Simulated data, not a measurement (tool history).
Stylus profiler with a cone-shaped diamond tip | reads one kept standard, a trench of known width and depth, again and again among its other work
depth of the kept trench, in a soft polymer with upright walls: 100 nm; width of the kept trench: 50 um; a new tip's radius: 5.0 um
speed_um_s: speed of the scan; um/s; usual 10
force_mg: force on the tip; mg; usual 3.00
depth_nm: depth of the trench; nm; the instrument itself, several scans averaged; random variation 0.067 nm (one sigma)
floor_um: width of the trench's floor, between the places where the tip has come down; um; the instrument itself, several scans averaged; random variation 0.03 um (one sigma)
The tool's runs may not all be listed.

run	hour	speed_um_s	force_mg	depth_nm	floor_um
1	0.0	10	3.00	100.72	47.97
2	26.0	10	3.00	100.78	47.91
3	71.1	10	3.00	100.71	47.92
4	107.5	10	1.86	100.55	47.99
5	148.9	10	4.99	100.93	47.94
6	188.6	10	4.99	100.89	47.96
7	215.4	10	4.10	100.92	47.93
8	248.4	10	4.10	100.82	47.91
9	281.2	10	4.10	100.85	47.90
10	325.4	10	4.10	101.01	47.84
11	352.2	10	4.10	100.96	47.90
12	393.8	10	4.10	100.87	47.92
13	423.0	10	4.10	100.95	47.87
14	444.1	10	4.10	100.96	47.86
15	482.1	10	7.53	101.41	47.88
16	503.4	8	3.00	100.82	47.89
17	542.7	8	3.00	100.86	47.86
# hour 547.3: height scale calibrated on a step standard
18	583.3	23	7.74	101.30	47.82
19	627.4	2	1.37	100.64	47.90
# hour 643.2: height scale calibrated on a step standard, once more
20	664.5	17	4.69	100.95	47.83
21	690.5	17	6.37	101.12	47.81
22	734.6	17	6.37	100.97	47.80
23	758.6	6	3.54	100.67	47.84
24	776.9	6	3.54	100.80	47.85
25	812.2	7	7.87	101.27	47.85
26	845.0	3	2.70	100.55	47.87
27	867.6	7	1.33	100.34	47.80
28	908.4	17	3.89	100.84	47.79
29	939.5	17	3.89	100.87	47.81
30	970.4	19	2.54	100.60	47.77
31	1005.0	5	7.44	101.19	47.83
32	1034.6	9	5.84	101.16	47.82
33	1059.2	7	8.24	101.42	47.78

Forecast each of these 3 alternatives for the next run:
A	1085.8	33	5.82	?	?
B	1085.8	11	1.21	?	?
C	1085.8	7	6.08	?	?

run	depth_nm	floor_um
A	101.15	47.74
B	100.59	47.80
C	101.05	47.85
Without the tool's hidden state the same runs would have given:
run	depth_nm	floor_um
A	101.07	47.91
B	100.52	47.97
C	100.97	48.02
